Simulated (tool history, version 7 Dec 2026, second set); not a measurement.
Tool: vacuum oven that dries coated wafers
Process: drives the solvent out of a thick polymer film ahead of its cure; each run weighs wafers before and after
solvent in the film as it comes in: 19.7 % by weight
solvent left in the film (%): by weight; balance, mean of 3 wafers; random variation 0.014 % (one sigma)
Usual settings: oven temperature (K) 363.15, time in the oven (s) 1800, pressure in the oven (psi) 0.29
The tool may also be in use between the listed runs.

run 1 hour=0 | oven_temperature_(K)=363.15 time_in_the_oven_(s)=1800 pressure_in_the_oven_(psi)=0.29 | solvent_left_in_the_film_(%)=2.26
run 2 hour=6.9 | oven_temperature_(K)=363.15 time_in_the_oven_(s)=1440 pressure_in_the_oven_(psi)=0.29 | solvent_left_in_the_film_(%)=3.02
run 3 hour=21.5 | oven_temperature_(K)=363.15 time_in_the_oven_(s)=1800 pressure_in_the_oven_(psi)=0.29 | solvent_left_in_the_film_(%)=2.22
run 4 hour=34 | oven_temperature_(K)=363.15 time_in_the_oven_(s)=2280 pressure_in_the_oven_(psi)=0.29 | solvent_left_in_the_film_(%)=1.65
run 5 hour=48.2 | oven_temperature_(K)=363.15 time_in_the_oven_(s)=2280 pressure_in_the_oven_(psi)=0.29 | solvent_left_in_the_film_(%)=1.67
run 6 hour=55.4 | oven_temperature_(K)=363.15 time_in_the_oven_(s)=2280 pressure_in_the_oven_(psi)=0.29 | solvent_left_in_the_film_(%)=1.66
run 7 hour=63.7 | oven_temperature_(K)=363.15 time_in_the_oven_(s)=2280 pressure_in_the_oven_(psi)=0.29 | solvent_left_in_the_film_(%)=1.67
run 8 hour=75.6 | oven_temperature_(K)=363.15 time_in_the_oven_(s)=2280 pressure_in_the_oven_(psi)=0.29 | solvent_left_in_the_film_(%)=1.68
run 9 hour=82.1 | oven_temperature_(K)=363.15 time_in_the_oven_(s)=1800 pressure_in_the_oven_(psi)=0.29 | solvent_left_in_the_film_(%)=2.24
run 10 hour=91 | oven_temperature_(K)=363.15 time_in_the_oven_(s)=1800 pressure_in_the_oven_(psi)=0.29 | solvent_left_in_the_film_(%)=2.26
run 11 hour=103.8 | oven_temperature_(K)=363.15 time_in_the_oven_(s)=1800 pressure_in_the_oven_(psi)=0.29 | solvent_left_in_the_film_(%)=2.21
run 12 hour=118.2 | oven_temperature_(K)=356.15 time_in_the_oven_(s)=1500 pressure_in_the_oven_(psi)=0.283 | solvent_left_in_the_film_(%)=4.66
run 13 hour=124.5 | oven_temperature_(K)=356.15 time_in_the_oven_(s)=1500 pressure_in_the_oven_(psi)=0.283 | solvent_left_in_the_film_(%)=4.7
run 14 hour=136.3 | oven_temperature_(K)=356.15 time_in_the_oven_(s)=1500 pressure_in_the_oven_(psi)=0.283 | solvent_left_in_the_film_(%)=4.65
run 15 hour=143.7 | oven_temperature_(K)=356.15 time_in_the_oven_(s)=1500 pressure_in_the_oven_(psi)=0.283 | solvent_left_in_the_film_(%)=4.66
run 16 hour=154.2 | oven_temperature_(K)=366.15 time_in_the_oven_(s)=1800 pressure_in_the_oven_(psi)=0.667 | solvent_left_in_the_film_(%)=2.96

Forecast run 17:
run 17 hour=167.3 | oven_temperature_(K)=355.15 time_in_the_oven_(s)=1140 pressure_in_the_oven_(psi)=0.667 | solvent_left_in_the_film_(%)=?

solvent left in the film (%): 7.81
Without the tool's hidden state the same run would have given solvent left in the film (%) 7.81.

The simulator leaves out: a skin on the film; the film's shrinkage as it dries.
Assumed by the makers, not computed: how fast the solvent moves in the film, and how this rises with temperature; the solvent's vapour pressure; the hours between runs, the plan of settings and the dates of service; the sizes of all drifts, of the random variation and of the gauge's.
